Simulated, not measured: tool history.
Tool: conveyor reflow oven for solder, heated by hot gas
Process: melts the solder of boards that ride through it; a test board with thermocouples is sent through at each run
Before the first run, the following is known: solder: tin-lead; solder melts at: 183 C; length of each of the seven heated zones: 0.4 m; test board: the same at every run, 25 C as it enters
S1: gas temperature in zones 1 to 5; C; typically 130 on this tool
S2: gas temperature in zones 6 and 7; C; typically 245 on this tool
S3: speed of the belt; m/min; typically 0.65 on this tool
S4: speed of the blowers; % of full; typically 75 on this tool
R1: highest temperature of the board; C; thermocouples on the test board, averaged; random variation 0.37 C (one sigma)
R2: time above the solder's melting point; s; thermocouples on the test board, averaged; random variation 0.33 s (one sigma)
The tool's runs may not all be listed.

Run 1, day 0: usual settings. Result: R1 222.2 C, R2 55.3 s.
Run 2, day 2.508: usual settings. Result: R1 221.4 C, R2 55.5 s.
Run 3, day 6.146: usual settings. Result: R1 222.6 C, R2 54.8 s.
At day 8.55: flux residue cleaned out of gas plates and filters.
Run 4, day 9.821: usual settings but S2 239 C. Result: R1 216.3 C, R2 51.6 s.
Run 5, day 11.529: usual settings but S2 239 C. Result: R1 217.2 C, R2 52.5 s.
Run 6, day 14.125: usual settings but S1 120 C. Result: R1 219.6 C, R2 51.3 s.
Run 7, day 15.962: usual settings but S1 120 C, S2 243 C. Result: R1 218 C, R2 49.4 s.
At day 18.012: belt drive overhauled, speed set with a stopwatch.
Run 8, day 19.446: usual settings but S1 120 C, S2 243 C. Result: R1 218.1 C, R2 49.7 s.
At day 20.788: flux residue cleaned out of gas plates and filters.
Run 9, day 21.662: usual settings but S1 120 C, S2 243 C. Result: R1 218.4 C, R2 49.9 s.
At day 23.075: thermocouples of zones 6 and 7 changed.
Run 10, day 24.425: usual settings but S3 0.53 m/min. Result: R1 229.3 C, R2 74.6 s.
Run 11, day 28.046: usual settings but S3 0.53 m/min. Result: R1 229.2 C, R2 74.8 s.
Run 12, day 29.912: usual settings but S1 115 C. Result: R1 219 C, R2 49.1 s.
Run 13, day 31.925: usual settings but S1 115 C. Result: R1 218.2 C, R2 48.7 s.
At day 32.762: flux residue cleaned out of gas plates and filters.
Run 14, day 34.692: usual settings but S1 115 C. Result: R1 219.1 C, R2 49 s.
Run 15, day 37.567: usual settings but S3 0.623 m/min. Result: R1 222.9 C, R2 59.2 s.
Run 16, day 41.058: usual settings but S1 119 C, S4 51 % of full. Result: R1 212.3 C, R2 43.7 s.
Run 17, day 44.067: usual settings but S1 122 C, S2 259 C, S3 0.566 m/min, S4 63 % of full. Result: R1 235.2 C, R2 69.7 s.
At day 44.821: flux residue cleaned out of gas plates and filters.
Run 18, day 45.838: usual settings but S1 118 C, S2 246 C, S3 0.729 m/min, S4 65 % of full. Result: R1 212 C, R2 39.2 s.
Run 19, day 47.746: usual settings but S1 122 C, S2 244 C, S3 0.698 m/min, S4 55 % of full. Result: R1 209.7 C, R2 39.5 s.
Run 20, day 51.017: usual settings but S1 122 C, S2 244 C, S3 0.698 m/min, S4 55 % of full. Result: R1 210.6 C, R2 39.7 s.
Run 21, day 54.35: usual settings but S1 122 C, S2 244 C, S3 0.698 m/min, S4 55 % of full. Result: R1 210.9 C, R2 39.7 s.
At day 56.867: flux residue cleaned out of gas plates and filters.
Run 22, day 57.712: usual settings but S1 122 C, S2 244 C, S3 0.698 m/min, S4 55 % of full. Result: R1 210.1 C, R2 39.4 s.
Run 23, day 60.2: usual settings but S1 122 C, S2 240 C, S3 0.698 m/min, S4 55 % of full. Result: R1 208 C, R2 37.1 s.
Run 24, day 63.446: usual settings but S1 138 C, S2 237 C, S4 67 % of full. Result: R1 215.1 C, R2 52.3 s.
Run 25, day 65.842: usual settings but S2 259 C, S3 0.682 m/min. Result: R1 232 C, R2 59.1 s.
At day 66.55: belt drive overhauled, speed set with a stopwatch.
At day 68.896: flux residue cleaned out of gas plates and filters.
Run 26, day 68.904: usual settings but S1 117 C, S2 241 C, S3 0.768 m/min, S4 79 % of full. Result: R1 209.9 C, R2 34.1 s.
Run 27, day 70.625: usual settings but S1 119 C, S2 251 C, S3 0.776 m/min, S4 79 % of full. Result: R1 217.4 C, R2 40.3 s.
Run 28, day 72.304: usual settings but S1 119 C, S2 251 C, S3 0.776 m/min, S4 79 % of full. Result: R1 216.3 C, R2 39.9 s.
At day 73.108: thermocouples of zones 6 and 7 changed.
Run 29, day 74.012: usual settings but S1 137 C, S2 246 C. Result: R1 223.9 C, R2 59.3 s.
Run 30, day 75.6: usual settings but S1 129 C, S2 246 C, S3 0.766 m/min. Result: R1 214.9 C, R2 42.2 s.

3 ways to go on from here, each from the tool as it stands after run 30. What would each give?
Run A, day 78.617: usual settings but S1 129 C, S2 250 C, S3 0.766 m/min, S4 77 % of full. Result: R1 ?, R2 ?.
Run B, day 78.617: usual settings but S1 139 C, S2 259 C, S3 0.565 m/min. Result: R1 ?, R2 ?.
Run C, day 78.617: usual settings but S1 129 C, S2 246 C, S3 0.766 m/min, S4 79 % of full. Result: R1 ?, R2 ?.

run     R1    R2
  A  218.8  44.2
  B  240.7  78.9
  C  216.1  42.8
With no hidden state in the tool, these same runs would have given:
run     R1    R2
  A  218.8  44.2
  B  240.7  78.9
  C  216.1  42.8
